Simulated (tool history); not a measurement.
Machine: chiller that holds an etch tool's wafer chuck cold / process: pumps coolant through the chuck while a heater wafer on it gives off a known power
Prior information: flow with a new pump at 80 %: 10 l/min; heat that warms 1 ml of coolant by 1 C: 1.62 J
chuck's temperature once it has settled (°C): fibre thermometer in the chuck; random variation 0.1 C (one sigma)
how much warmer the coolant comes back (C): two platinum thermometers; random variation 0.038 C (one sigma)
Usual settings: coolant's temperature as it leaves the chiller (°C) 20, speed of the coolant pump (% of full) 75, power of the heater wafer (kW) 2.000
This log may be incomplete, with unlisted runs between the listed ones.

run,hour,coolant's temperature as it leaves the chiller (°C),speed of the coolant pump (% of full),power of the heater wafer (kW),chuck's temperature once it has settled (°C),how much warmer the coolant comes back (C)
1,0.0,20,75,2.000,36.2,8.14
2,26.4,11,75,2.000,27.2,8.05
3,61.0,20,75,2.000,36.3,8.07
4,104.1,20,75,2.000,36.2,8.02
5,140.4,20,75,2.000,36.3,8.11
6,163.7,20,75,2.000,36.2,8.05
7,200.4,20,75,2.000,36.4,8.08
8,241.2,20,75,2.000,36.4,8.12
9,286.9,20,75,2.000,36.4,8.05
10,315.2,20,75,2.000,36.5,8.05
11,356.2,20,75,2.000,36.4,8.05
12,375.5,20,75,2.000,36.5,8.14
13,420.9,20,75,2.724,42.5,11.11
14,461.9,20,75,2.724,42.4,10.98
15,506.8,20,75,2.724,42.8,11.14
16,536.9,20,75,1.427,31.9,5.79
17,577.8,20,75,1.427,31.9,5.80
18,608.8,19,75,2.000,35.6,8.16
19,642.8,29,72,2.407,49.7,10.20
20,664.3,29,72,2.407,49.8,10.28
21,690.9,20,75,1.485,32.7,6.06
22,720.3,20,75,1.485,32.7,6.09
23,762.3,11,75,1.343,22.4,5.49
24,807.6,16,62,1.514,31.1,7.53
25,852.2,16,73,1.260,27.1,5.31
26,895.7,20,89,1.033,27.9,3.59
27,931.2,24,89,1.206,33.0,4.15
28,971.7,10,89,1.289,19.7,4.48
29,1007.7,14,95,1.906,27.6,6.16
30,1045.9,25,96,1.083,33.0,3.53
31,1083.1,16,75,2.000,33.4,8.34

Here are 4 independent what-if runs from the current tool condition. What would each one return?
A,1124.0,13,68,2.000,?,?
B,1124.0,17,75,2.453,?,?
C,1124.0,25,61,1.089,?,?
D,1124.0,20,75,1.738,?,?

run,chuck's temperature once it has settled (°C),how much warmer the coolant comes back (C)
A,31.6,9.10
B,38.0,10.09
C,36.3,5.57
D,34.9,7.17
Without the tool's unlogged condition, the same runs would have read:
run,chuck's temperature once it has settled (°C),how much warmer the coolant comes back (C)
A,29.4,8.72
B,35.5,9.67
C,34.7,5.34
D,33.0,6.87
